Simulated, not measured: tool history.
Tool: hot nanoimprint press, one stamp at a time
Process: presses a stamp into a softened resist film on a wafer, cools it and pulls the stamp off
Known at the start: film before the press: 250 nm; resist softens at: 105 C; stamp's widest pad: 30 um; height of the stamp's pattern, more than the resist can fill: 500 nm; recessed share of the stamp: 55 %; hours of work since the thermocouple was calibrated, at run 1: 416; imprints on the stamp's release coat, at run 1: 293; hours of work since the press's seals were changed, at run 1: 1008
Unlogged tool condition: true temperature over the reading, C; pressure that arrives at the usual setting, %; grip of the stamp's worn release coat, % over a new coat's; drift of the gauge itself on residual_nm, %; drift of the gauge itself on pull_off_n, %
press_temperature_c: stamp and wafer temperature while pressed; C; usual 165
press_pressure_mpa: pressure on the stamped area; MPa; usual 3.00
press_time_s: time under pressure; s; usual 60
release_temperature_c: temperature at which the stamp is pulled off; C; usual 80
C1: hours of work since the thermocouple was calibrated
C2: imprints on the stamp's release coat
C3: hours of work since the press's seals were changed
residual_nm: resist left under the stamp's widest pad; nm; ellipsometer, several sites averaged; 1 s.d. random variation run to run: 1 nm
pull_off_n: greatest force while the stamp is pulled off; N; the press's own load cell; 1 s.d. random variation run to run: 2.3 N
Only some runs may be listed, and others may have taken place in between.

run 1 hour=0.0 | press_temperature_c=165 press_pressure_mpa=3.00 press_time_s=60 release_temperature_c=80 | C1=416 C2=293 C3=1008 | residual_nm=143.9 pull_off_n=105
run 2 hour=61.4 | press_temperature_c=165 press_pressure_mpa=3.00 press_time_s=60 release_temperature_c=80 | C1=463 C2=633 C3=1055 | residual_nm=145.5 pull_off_n=105
run 3 hour=138.7 | press_temperature_c=165 press_pressure_mpa=3.00 press_time_s=60 release_temperature_c=80 | C1=521 C2=1061 C3=1113 | residual_nm=146.2 pull_off_n=104
-- hour=181.7 press's hydraulic seals changed and the load cell set to zero
-- hour=205.0 plate thermocouple calibrated
run 4 hour=210.5 | press_temperature_c=165 press_pressure_mpa=3.00 press_time_s=60 release_temperature_c=80 | C1=4 C2=1398 C3=19 | residual_nm=145.0 pull_off_n=103
-- hour=248.9 stamp cleaned and given a new release coat
run 5 hour=284.6 | press_temperature_c=165 press_pressure_mpa=4.42 press_time_s=60 release_temperature_c=80 | C1=56 C2=198 C3=71 | residual_nm=126.0 pull_off_n=106
run 6 hour=323.5 | press_temperature_c=165 press_pressure_mpa=3.00 press_time_s=102 release_temperature_c=80 | C1=85 C2=413 C3=100 | residual_nm=118.9 pull_off_n=105
run 7 hour=404.8 | press_temperature_c=165 press_pressure_mpa=3.00 press_time_s=102 release_temperature_c=80 | C1=147 C2=864 C3=162 | residual_nm=119.2 pull_off_n=110
run 8 hour=471.1 | press_temperature_c=165 press_pressure_mpa=3.88 press_time_s=60 release_temperature_c=80 | C1=197 C2=1230 C3=212 | residual_nm=131.5 pull_off_n=106
-- hour=544.2 stamp cleaned and given a new release coat
run 9 hour=544.2 | press_temperature_c=165 press_pressure_mpa=3.88 press_time_s=60 release_temperature_c=80 | C1=247 C2=0 C3=263 | residual_nm=133.1 pull_off_n=104
run 10 hour=587.3 | press_temperature_c=165 press_pressure_mpa=3.00 press_time_s=60 release_temperature_c=80 | C1=280 C2=239 C3=295 | residual_nm=145.0 pull_off_n=108
run 11 hour=673.2 | press_temperature_c=165 press_pressure_mpa=3.00 press_time_s=60 release_temperature_c=80 | C1=345 C2=714 C3=360 | residual_nm=144.8 pull_off_n=106
run 12 hour=745.8 | press_temperature_c=165 press_pressure_mpa=3.00 press_time_s=60 release_temperature_c=80 | C1=400 C2=1116 C3=415 | residual_nm=145.3 pull_off_n=105
-- hour=836.4 stamp cleaned and given a new release coat
run 13 hour=843.2 | press_temperature_c=165 press_pressure_mpa=3.00 press_time_s=60 release_temperature_c=80 | C1=469 C2=37 C3=484 | residual_nm=143.2 pull_off_n=107
run 14 hour=908.7 | press_temperature_c=165 press_pressure_mpa=3.00 press_time_s=106 release_temperature_c=80 | C1=518 C2=400 C3=534 | residual_nm=118.2 pull_off_n=106
-- hour=973.3 plate thermocouple calibrated
run 15 hour=996.6 | press_temperature_c=165 press_pressure_mpa=3.00 press_time_s=106 release_temperature_c=80 | C1=18 C2=870 C3=598 | residual_nm=117.8 pull_off_n=106
run 16 hour=1057.7 | press_temperature_c=165 press_pressure_mpa=3.36 press_time_s=38 release_temperature_c=80 | C1=64 C2=1208 C3=644 | residual_nm=160.4 pull_off_n=106
run 17 hour=1095.7 | press_temperature_c=166 press_pressure_mpa=1.97 press_time_s=95 release_temperature_c=76 | C1=93 C2=1418 C3=673 | residual_nm=137.4 pull_off_n=116
-- hour=1132.5 stamp cleaned and given a new release coat
run 18 hour=1171.7 | press_temperature_c=166 press_pressure_mpa=1.97 press_time_s=95 release_temperature_c=76 | C1=145 C2=217 C3=726 | residual_nm=136.0 pull_off_n=113
run 19 hour=1221.0 | press_temperature_c=165 press_pressure_mpa=2.35 press_time_s=60 release_temperature_c=80 | C1=183 C2=490 C3=763 | residual_nm=156.5 pull_off_n=104
run 20 hour=1315.0 | press_temperature_c=165 press_pressure_mpa=2.35 press_time_s=60 release_temperature_c=80 | C1=254 C2=1010 C3=834 | residual_nm=156.5 pull_off_n=107
run 21 hour=1388.4 | press_temperature_c=172 press_pressure_mpa=3.84 press_time_s=40 release_temperature_c=75 | C1=309 C2=1417 C3=889 | residual_nm=109.2 pull_off_n=119
-- hour=1424.0 stamp cleaned and given a new release coat
run 22 hour=1472.7 | press_temperature_c=165 press_pressure_mpa=4.48 press_time_s=60 release_temperature_c=80 | C1=368 C2=269 C3=948 | residual_nm=123.6 pull_off_n=104
run 23 hour=1555.2 | press_temperature_c=165 press_pressure_mpa=4.48 press_time_s=60 release_temperature_c=80 | C1=431 C2=726 C3=1011 | residual_nm=123.6 pull_off_n=111
run 24 hour=1597.1 | press_temperature_c=156 press_pressure_mpa=2.84 press_time_s=60 release_temperature_c=80 | C1=462 C2=958 C3=1042 | residual_nm=207.7 pull_off_n=107

For each entry between runs, how does the tool's hidden state at the last listed run before it compare with that at the first listed run after it?
After run 3, before run 4: press's hydraulic seals changed and the load cell set to zero (hour 181.7); plate thermocouple calibrated (hour 205.0)
  true temperature over the reading, C: -0.01 -> 0; pressure that arrives at the usual setting, %: 99.92 -> 100; grip of the stamp's worn release coat, % over a new coat's: 0.6 -> 0.8
After run 4, before run 5: stamp cleaned and given a new release coat (hour 248.9)
  pressure that arrives at the usual setting, %: 100 -> 99.99; grip of the stamp's worn release coat, % over a new coat's: 0.8 -> 0.1
After run 8, before run 9: stamp cleaned and given a new release coat (hour 544.2)
  true temperature over the reading, C: 0 -> -0.01; grip of the stamp's worn release coat, % over a new coat's: 0.7 -> 0
After run 12, before run 13: stamp cleaned and given a new release coat (hour 836.4)
  pressure that arrives at the usual setting, %: 99.97 -> 99.96; grip of the stamp's worn release coat, % over a new coat's: 0.6 -> 0
After run 14, before run 15: plate thermocouple calibrated (hour 973.3)
  true temperature over the reading, C: -0.01 -> 0; pressure that arrives at the usual setting, %: 99.96 -> 99.95; grip of the stamp's worn release coat, % over a new coat's: 0.2 -> 0.5
After run 17, before run 18: stamp cleaned and given a new release coat (hour 1132.5)
  pressure that arrives at the usual setting, %: 99.95 -> 99.94; grip of the stamp's worn release coat, % over a new coat's: 0.8 -> 0.1
After run 21, before run 22: stamp cleaned and given a new release coat (hour 1424.0)
  pressure that arrives at the usual setting, %: 99.93 -> 99.92; grip of the stamp's worn release coat, % over a new coat's: 0.8 -> 0.2
